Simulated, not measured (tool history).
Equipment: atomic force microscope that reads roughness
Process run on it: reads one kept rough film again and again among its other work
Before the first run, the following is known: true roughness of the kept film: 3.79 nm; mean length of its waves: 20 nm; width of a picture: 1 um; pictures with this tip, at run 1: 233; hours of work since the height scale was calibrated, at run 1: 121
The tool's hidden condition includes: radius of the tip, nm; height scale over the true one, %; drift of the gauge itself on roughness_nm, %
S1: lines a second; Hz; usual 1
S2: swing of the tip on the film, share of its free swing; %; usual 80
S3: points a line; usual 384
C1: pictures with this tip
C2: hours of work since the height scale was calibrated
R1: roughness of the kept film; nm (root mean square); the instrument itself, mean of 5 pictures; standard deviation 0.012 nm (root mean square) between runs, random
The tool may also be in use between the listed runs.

run 1 day=0 | S1=1 S2=80 S3=384 | C1=233 C2=121 | R1=2.678
run 2 day=0.446 | S1=1 S2=80 S3=384 | C1=251 C2=128 | R1=2.706
-- day=0.571 new tip fitted
run 3 day=0.825 | S1=1 S2=80 S3=384 | C1=10 C2=134 | R1=2.723
run 4 day=1.067 | S1=1 S2=80 S3=384 | C1=20 C2=138 | R1=2.708
run 5 day=1.458 | S1=1 S2=80 S3=384 | C1=36 C2=144 | R1=2.718
run 6 day=1.829 | S1=1 S2=80 S3=384 | C1=51 C2=150 | R1=2.715
run 7 day=2.392 | S1=1 S2=80 S3=384 | C1=73 C2=159 | R1=2.704
run 8 day=2.621 | S1=1 S2=80 S3=384 | C1=83 C2=162 | R1=2.712
run 9 day=2.85 | S1=1 S2=80 S3=384 | C1=92 C2=166 | R1=2.712
run 10 day=3.108 | S1=1 S2=80 S3=384 | C1=102 C2=170 | R1=2.706
run 11 day=3.579 | S1=1 S2=80 S3=384 | C1=121 C2=178 | R1=2.703
run 12 day=4.108 | S1=1 S2=80 S3=384 | C1=142 C2=186 | R1=2.727
run 13 day=4.421 | S1=1 S2=80 S3=384 | C1=155 C2=191 | R1=2.702
run 14 day=4.812 | S1=1 S2=80 S3=286 | C1=170 C2=197 | R1=2.672
run 15 day=5.342 | S1=1 S2=64 S3=384 | C1=192 C2=206 | R1=2.839
run 16 day=5.85 | S1=1 S2=80 S3=384 | C1=212 C2=214 | R1=2.704
run 17 day=6.392 | S1=1 S2=71 S3=384 | C1=234 C2=222 | R1=2.784
run 18 day=6.792 | S1=1 S2=71 S3=384 | C1=250 C2=229 | R1=2.782
-- day=6.95 new tip fitted
run 19 day=7.371 | S1=1 S2=80 S3=384 | C1=17 C2=238 | R1=2.734
run 20 day=7.767 | S1=1 S2=80 S3=384 | C1=33 C2=244 | R1=2.705
run 21 day=8.271 | S1=2.89 S2=80 S3=384 | C1=53 C2=252 | R1=2.35
run 22 day=8.821 | S1=2.31 S2=80 S3=384 | C1=75 C2=261 | R1=2.463
run 23 day=9.308 | S1=2.31 S2=80 S3=384 | C1=95 C2=269 | R1=2.463
run 24 day=9.675 | S1=1 S2=80 S3=384 | C1=109 C2=275 | R1=2.701
run 25 day=10.179 | S1=1 S2=80 S3=384 | C1=130 C2=283 | R1=2.713
run 26 day=10.742 | S1=1 S2=80 S3=384 | C1=152 C2=291 | R1=2.709
run 27 day=11.167 | S1=1 S2=80 S3=384 | C1=169 C2=298 | R1=2.713
run 28 day=11.567 | S1=1.49 S2=80 S3=384 | C1=185 C2=305 | R1=2.58
run 29 day=11.842 | S1=0.7 S2=80 S3=453 | C1=196 C2=309 | R1=2.77
run 30 day=12.342 | S1=3.55 S2=73 S3=384 | C1=216 C2=317 | R1=2.428
run 31 day=12.612 | S1=3.55 S2=73 S3=384 | C1=227 C2=321 | R1=2.436
run 32 day=12.992 | S1=1.15 S2=61 S3=358 | C1=242 C2=327 | R1=2.846
-- day=13.35 new tip fitted
run 33 day=13.433 | S1=1.15 S2=73 S3=485 | C1=3 C2=334 | R1=2.771
run 34 day=13.858 | S1=1.48 S2=73 S3=485 | C1=20 C2=341 | R1=2.719
run 35 day=14.375 | S1=1.48 S2=73 S3=262 | C1=41 C2=349 | R1=2.636
run 36 day=14.633 | S1=2.95 S2=80 S3=384 | C1=51 C2=353 | R1=2.34
run 37 day=14.938 | S1=2.95 S2=80 S3=384 | C1=63 C2=358 | R1=2.33
run 38 day=15.162 | S1=1.48 S2=80 S3=384 | C1=73 C2=362 | R1=2.597
run 39 day=15.6 | S1=1.49 S2=80 S3=415 | C1=90 C2=369 | R1=2.617
run 40 day=15.908 | S1=1.49 S2=80 S3=415 | C1=102 C2=374 | R1=2.604
run 41 day=16.454 | S1=2.53 S2=80 S3=451 | C1=124 C2=382 | R1=2.437
run 42 day=16.862 | S1=1.01 S2=79 S3=389 | C1=141 C2=389 | R1=2.743
run 43 day=17.271 | S1=0.83 S2=71 S3=291 | C1=157 C2=395 | R1=2.788
run 44 day=17.742 | S1=0.83 S2=71 S3=291 | C1=176 C2=403 | R1=2.793
run 45 day=18.029 | S1=2.79 S2=64 S3=695 | C1=187 C2=407 | R1=2.712
run 46 day=18.512 | S1=1 S2=78 S3=437 | C1=207 C2=415 | R1=2.734
run 47 day=18.967 | S1=2.76 S2=89 S3=998 | C1=225 C2=422 | R1=2.161
run 48 day=19.296 | S1=2.76 S2=89 S3=411 | C1=238 C2=428 | R1=2.155
run 49 day=19.692 | S1=2.84 S2=81 S3=362 | C1=254 C2=434 | R1=2.326
-- day=19.758 new tip fitted
run 50 day=19.954 | S1=2.84 S2=81 S3=362 | C1=8 C2=438 | R1=2.334
run 51 day=20.192 | S1=2.84 S2=81 S3=362 | C1=17 C2=442 | R1=2.325
run 52 day=20.658 | S1=2.84 S2=81 S3=362 | C1=36 C2=449 | R1=2.336
run 53 day=21.125 | S1=1 S2=67 S3=384 | C1=55 C2=456 | R1=2.822
run 54 day=21.546 | S1=1 S2=88 S3=384 | C1=71 C2=463 | R1=2.611

3 options for the next run, each taken on its own from the tool as it stands now. Forecast them:
run A day=21.812 | S1=1.4 S2=75 S3=264 | C1=82 C2=467 | R1=?
run B day=21.812 | S1=0.79 S2=63 S3=420 | C1=82 C2=467 | R1=?
run C day=21.812 | S1=0.69 S2=79 S3=454 | C1=82 C2=467 | R1=?

run=A R1=2.653
run=B R1=2.894
run=C R1=2.767
Stripped of hidden state, with their random variation kept, the same runs would have yielded:
run=A R1=2.656
run=B R1=2.897
run=C R1=2.769

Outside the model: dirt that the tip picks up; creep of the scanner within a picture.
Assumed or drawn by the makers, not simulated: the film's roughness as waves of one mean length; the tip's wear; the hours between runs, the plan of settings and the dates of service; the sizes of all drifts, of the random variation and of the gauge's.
